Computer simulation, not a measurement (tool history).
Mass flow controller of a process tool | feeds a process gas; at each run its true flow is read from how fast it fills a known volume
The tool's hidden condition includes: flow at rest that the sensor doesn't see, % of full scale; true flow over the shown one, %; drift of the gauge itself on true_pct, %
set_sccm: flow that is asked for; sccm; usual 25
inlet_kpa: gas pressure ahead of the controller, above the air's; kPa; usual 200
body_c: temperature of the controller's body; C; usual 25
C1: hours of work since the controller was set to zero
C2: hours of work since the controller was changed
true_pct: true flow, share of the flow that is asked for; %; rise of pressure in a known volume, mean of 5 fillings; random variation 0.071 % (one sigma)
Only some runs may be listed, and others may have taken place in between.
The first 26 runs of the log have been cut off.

run 27 hour=1521.4 | set_sccm=11 inlet_kpa=200 body_c=22 | C1=2769 C2=2769 | true_pct=99.13
run 28 hour=1585.6 | set_sccm=21 inlet_kpa=190 body_c=22 | C1=2812 C2=2812 | true_pct=99.30
run 29 hour=1629.9 | set_sccm=22 inlet_kpa=171 body_c=25 | C1=2841 C2=2841 | true_pct=99.08
run 30 hour=1683.1 | set_sccm=20 inlet_kpa=255 body_c=35 | C1=2876 C2=2876 | true_pct=98.28
run 31 hour=1718.2 | set_sccm=20 inlet_kpa=255 body_c=35 | C1=2899 C2=2899 | true_pct=98.21
run 32 hour=1768.6 | set_sccm=25 inlet_kpa=200 body_c=33 | C1=2933 C2=2933 | true_pct=98.35
run 33 hour=1845.3 | set_sccm=25 inlet_kpa=200 body_c=33 | C1=2983 C2=2983 | true_pct=98.46
run 34 hour=1893.1 | set_sccm=26 inlet_kpa=200 body_c=20 | C1=3015 C2=3015 | true_pct=99.50
run 35 hour=1969.4 | set_sccm=26 inlet_kpa=200 body_c=20 | C1=3065 C2=3065 | true_pct=99.65
run 36 hour=2030.7 | set_sccm=26 inlet_kpa=200 body_c=20 | C1=3105 C2=3105 | true_pct=99.50
run 37 hour=2079.3 | set_sccm=20 inlet_kpa=200 body_c=26 | C1=3137 C2=3137 | true_pct=98.89
run 38 hour=2123.7 | set_sccm=25 inlet_kpa=195 body_c=20 | C1=3167 C2=3167 | true_pct=99.46
run 39 hour=2183.2 | set_sccm=18 inlet_kpa=188 body_c=25 | C1=3206 C2=3206 | true_pct=98.82
run 40 hour=2267.6 | set_sccm=18 inlet_kpa=261 body_c=24 | C1=3262 C2=3262 | true_pct=99.07
run 41 hour=2305.2 | set_sccm=9 inlet_kpa=180 body_c=33 | C1=3287 C2=3287 | true_pct=97.95
run 42 hour=2372.1 | set_sccm=30 inlet_kpa=234 body_c=30 | C1=3331 C2=3331 | true_pct=98.65
run 43 hour=2432.1 | set_sccm=22 inlet_kpa=184 body_c=25 | C1=3370 C2=3370 | true_pct=98.97
run 44 hour=2505.6 | set_sccm=37 inlet_kpa=234 body_c=36 | C1=3419 C2=3419 | true_pct=98.25
run 45 hour=2565.2 | set_sccm=8 inlet_kpa=229 body_c=31 | C1=3458 C2=3458 | true_pct=98.13
-- hour=2622.5 gauge calibrated
run 46 hour=2639.8 | set_sccm=41 inlet_kpa=243 body_c=20 | C1=3507 C2=3507 | true_pct=100.29
run 47 hour=2680.2 | set_sccm=25 inlet_kpa=243 body_c=22 | C1=3534 C2=3534 | true_pct=99.95
run 48 hour=2733.1 | set_sccm=6 inlet_kpa=141 body_c=36 | C1=3569 C2=3569 | true_pct=98.04
run 49 hour=2777.5 | set_sccm=9 inlet_kpa=184 body_c=25 | C1=3598 C2=3598 | true_pct=99.12

What if the next run were any one of these 3? Each begins from the tool's condition after run 49:
run A hour=2857.1 | set_sccm=11 inlet_kpa=184 body_c=25 | C1=3651 C2=3651 | true_pct=?
run B hour=2857.1 | set_sccm=6 inlet_kpa=184 body_c=25 | C1=3651 C2=3651 | true_pct=?
run C hour=2857.1 | set_sccm=6 inlet_kpa=143 body_c=23 | C1=3651 C2=3651 | true_pct=?

run=A true_pct=99.23
run=B true_pct=99.10
run=C true_pct=99.20
Without the tool's unlogged condition, the same runs would have read:
run=A true_pct=99.29
run=B true_pct=99.17
run=C true_pct=99.26
